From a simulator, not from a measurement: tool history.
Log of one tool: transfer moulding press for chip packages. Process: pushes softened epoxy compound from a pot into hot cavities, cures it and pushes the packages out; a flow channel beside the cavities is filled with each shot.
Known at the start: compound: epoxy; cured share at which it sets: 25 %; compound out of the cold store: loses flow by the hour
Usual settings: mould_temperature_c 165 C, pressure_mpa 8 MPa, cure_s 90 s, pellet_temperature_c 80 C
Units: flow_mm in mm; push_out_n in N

run	hour	mould_temperature_c	pressure_mpa	cure_s	pellet_temperature_c	incoming compound's hours out of the cold store	flow_mm	push_out_n
1	0	165	8	90	80	8.3	907	472
2	9.7	165	8	90	73	30.9	783	467
3	22.1	165	8	90	73	22.5	817	486
# hour 33.1: cavities cleaned with cleaning compound and waxed
4	34.9	165	8	91	80	34.8	757	337
5	44.3	165	8	90	80	44.5	706	352
6	51.1	165	8	90	80	29.2	782	393
7	58.3	165	8	90	80	39.3	739	403
8	69.1	165	8	90	80	45.9	706	406
9	76.5	165	8	90	80	33	768	428
10	83.8	165	8	90	80	18.9	839	456
11	94.5	165	8	90	80	47.7	693	421
12	105.2	165	8	90	80	32.4	769	459
13	110.7	165	8	90	80	43.6	712	439
# hour 113.5: mould's thermocouples calibrated
# hour 118.9: cavities cleaned with cleaning compound and waxed
14	126.1	165	8	90	80	23.9	809	383
15	134.9	163	8	95	80	14.1	858	413
16	142.3	163	8	95	80	41.4	721	382
# hour 156: mould's thermocouples calibrated, once more
17	156	165	6.62	90	71	21.7	734	430
18	164.1	165	6.62	90	71	32.3	687	425
19	172.4	165	8.58	90	71	40.8	744	430
20	183.1	165	8	90	75	26.3	791	480
21	191	164	7.35	104	79	40.6	689	349
# hour 204.9: cavities cleaned with cleaning compound and waxed
22	204.9	165	8.19	89	80	23.5	802	339
23	214.4	159	8	83	80	40.1	725	652
24	225.6	159	8	83	86	43.4	704	621
25	233.4	162	8	84	71	8.1	887	652
26	244.1	158	8	78	80	42.9	715	832
27	250.9	171	8	79	80	45.7	691	395
28	257.1	171	8	79	80	39.1	711	423

Forecast each of these 4 alternatives for the next run:
A	268	172	8	77	81	12.5	?	?
B	268	165	8	109	81	20.7	?	?
C	268	165	8	91	80	36.9	?	?
D	268	162	8.97	90	80	14.6	?	?

run	flow_mm	push_out_n
A	841	457
B	804	341
C	732	439
D	889	585
Without the tool's hidden state the same runs would have given:
run	flow_mm	push_out_n
A	883	333
B	843	249
C	768	321
D	933	424
